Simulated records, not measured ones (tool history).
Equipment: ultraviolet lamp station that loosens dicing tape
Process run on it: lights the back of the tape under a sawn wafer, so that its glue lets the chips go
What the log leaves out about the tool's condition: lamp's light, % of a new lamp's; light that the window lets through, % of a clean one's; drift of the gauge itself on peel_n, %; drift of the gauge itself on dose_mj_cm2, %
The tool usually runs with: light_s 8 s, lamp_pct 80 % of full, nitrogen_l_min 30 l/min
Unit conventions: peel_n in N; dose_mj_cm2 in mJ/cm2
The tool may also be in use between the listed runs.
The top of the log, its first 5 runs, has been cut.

run,hour,light_s,lamp_pct,nitrogen_l_min,hours of work of the lamp,hours of work since the window was cleaned,peel_n,dose_mj_cm2
6,183.5,8,80,30,697,76,1.092,239
7,219.4,8,80,30,712,90,1.059,240
8,257.0,8,80,30,727,106,1.114,235
9,288.8,8,80,25,740,119,1.267,238
10,338.8,8,80,30,761,140,1.201,233
11,384.4,8,80,10,780,158,2.385,228
12,409.5,8,80,10,790,169,2.423,228
13,431.3,8,80,10,799,178,2.414,226
14,483.0,8,80,10,820,199,2.499,223
15,530.4,8,80,10,840,219,2.487,222
16,580.1,8,80,10,860,239,2.530,222
17,631.4,8,80,10,881,260,2.590,214
18,674.1,8,80,10,899,278,2.598,218
19,709.3,8,80,10,914,292,2.685,213
20,754.6,8,80,10,932,311,2.588,213
# hour 776.7: window cleaned of glue's vapour
21,799.5,8,80,10,951,9,2.355,238
22,821.5,7,80,30,960,18,1.494,205
23,870.2,7,80,30,980,39,1.493,203
24,916.9,16,72,47,999,58,0.155,409
25,967.5,8,66,43,1020,79,1.497,191

What does the tool deliver on the next run?
26,1009.2,8,84,30,1037,96,?,?

For run 26 the tool returned peel_n 1.131 N, dose_mj_cm2 238 mJ/cm2.
With no hidden state in the tool, this same run would have given peel_n 0.677 N, dose_mj_cm2 295 mJ/cm2.
